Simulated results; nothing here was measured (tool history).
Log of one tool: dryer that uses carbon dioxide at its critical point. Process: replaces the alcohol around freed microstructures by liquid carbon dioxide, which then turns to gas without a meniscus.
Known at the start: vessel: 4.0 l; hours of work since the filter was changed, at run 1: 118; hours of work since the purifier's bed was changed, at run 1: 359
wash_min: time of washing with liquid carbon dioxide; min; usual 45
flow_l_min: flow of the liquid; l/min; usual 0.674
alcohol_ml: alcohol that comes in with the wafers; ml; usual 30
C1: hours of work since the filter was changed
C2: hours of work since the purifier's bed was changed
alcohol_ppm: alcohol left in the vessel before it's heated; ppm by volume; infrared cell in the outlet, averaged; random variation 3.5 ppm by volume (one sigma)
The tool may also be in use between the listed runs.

run 1 hour=0 | wash_min=45 flow_l_min=0.674 alcohol_ml=30 | C1=118 C2=359 | alcohol_ppm=31
run 2 hour=36.2 | wash_min=45 flow_l_min=0.674 alcohol_ml=30 | C1=130 C2=371 | alcohol_ppm=33
run 3 hour=63.9 | wash_min=45 flow_l_min=0.674 alcohol_ml=30 | C1=140 C2=380 | alcohol_ppm=42
-- hour=113.8 inlet filter changed
run 4 hour=129.5 | wash_min=45 flow_l_min=0.674 alcohol_ml=30 | C1=5 C2=402 | alcohol_ppm=36
run 5 hour=164.2 | wash_min=45 flow_l_min=0.674 alcohol_ml=30 | C1=17 C2=414 | alcohol_ppm=34
run 6 hour=207.2 | wash_min=45 flow_l_min=0.674 alcohol_ml=30 | C1=32 C2=429 | alcohol_ppm=39
run 7 hour=242.2 | wash_min=45 flow_l_min=0.674 alcohol_ml=30 | C1=44 C2=441 | alcohol_ppm=36
run 8 hour=270 | wash_min=45 flow_l_min=0.674 alcohol_ml=30 | C1=53 C2=450 | alcohol_ppm=33
run 9 hour=314.9 | wash_min=45 flow_l_min=0.674 alcohol_ml=30 | C1=68 C2=465 | alcohol_ppm=42
run 10 hour=381.5 | wash_min=45 flow_l_min=0.674 alcohol_ml=30 | C1=91 C2=488 | alcohol_ppm=41
run 11 hour=443 | wash_min=45 flow_l_min=0.726 alcohol_ml=23 | C1=112 C2=509 | alcohol_ppm=40
run 12 hour=480.7 | wash_min=45 flow_l_min=0.726 alcohol_ml=23 | C1=125 C2=522 | alcohol_ppm=32
run 13 hour=519 | wash_min=39 flow_l_min=0.692 alcohol_ml=82 | C1=138 C2=535 | alcohol_ppm=92
run 14 hour=569.4 | wash_min=43 flow_l_min=1.046 alcohol_ml=83 | C1=155 C2=552 | alcohol_ppm=26
-- hour=575.9 inlet filter changed
run 15 hour=611.1 | wash_min=43 flow_l_min=1.046 alcohol_ml=83 | C1=12 C2=566 | alcohol_ppm=30
run 16 hour=648.4 | wash_min=43 flow_l_min=1.046 alcohol_ml=83 | C1=25 C2=578 | alcohol_ppm=38
run 17 hour=704.3 | wash_min=43 flow_l_min=1.046 alcohol_ml=83 | C1=44 C2=597 | alcohol_ppm=37
run 18 hour=748 | wash_min=30 flow_l_min=0.674 alcohol_ml=98 | C1=59 C2=612 | alcohol_ppm=268
run 19 hour=811.6 | wash_min=46 flow_l_min=0.408 alcohol_ml=98 | C1=80 C2=634 | alcohol_ppm=376
run 20 hour=863.1 | wash_min=65 flow_l_min=0.709 alcohol_ml=28 | C1=98 C2=651 | alcohol_ppm=31

The same runs without the tool's hidden state, with the same run-to-run variation:
The hidden state here: flow that reaches the vessel past the clogged filter, %; alcohol in the recycled carbon dioxide, ppm; drift of the gauge itself on alcohol_ppm, %.
run=1 alcohol_ppm=7
run=2 alcohol_ppm=7
run=3 alcohol_ppm=15
run=4 alcohol_ppm=14
run=5 alcohol_ppm=11
run=6 alcohol_ppm=14
run=7 alcohol_ppm=10
run=8 alcohol_ppm=7
run=9 alcohol_ppm=15
run=10 alcohol_ppm=12
run=11 alcohol_ppm=11
run=12 alcohol_ppm=3
run=13 alcohol_ppm=35
run=14 alcohol_ppm=0
run=15 alcohol_ppm=0
run=16 alcohol_ppm=7
run=17 alcohol_ppm=6
run=18 alcohol_ppm=191
run=19 alcohol_ppm=261
run=20 alcohol_ppm=0
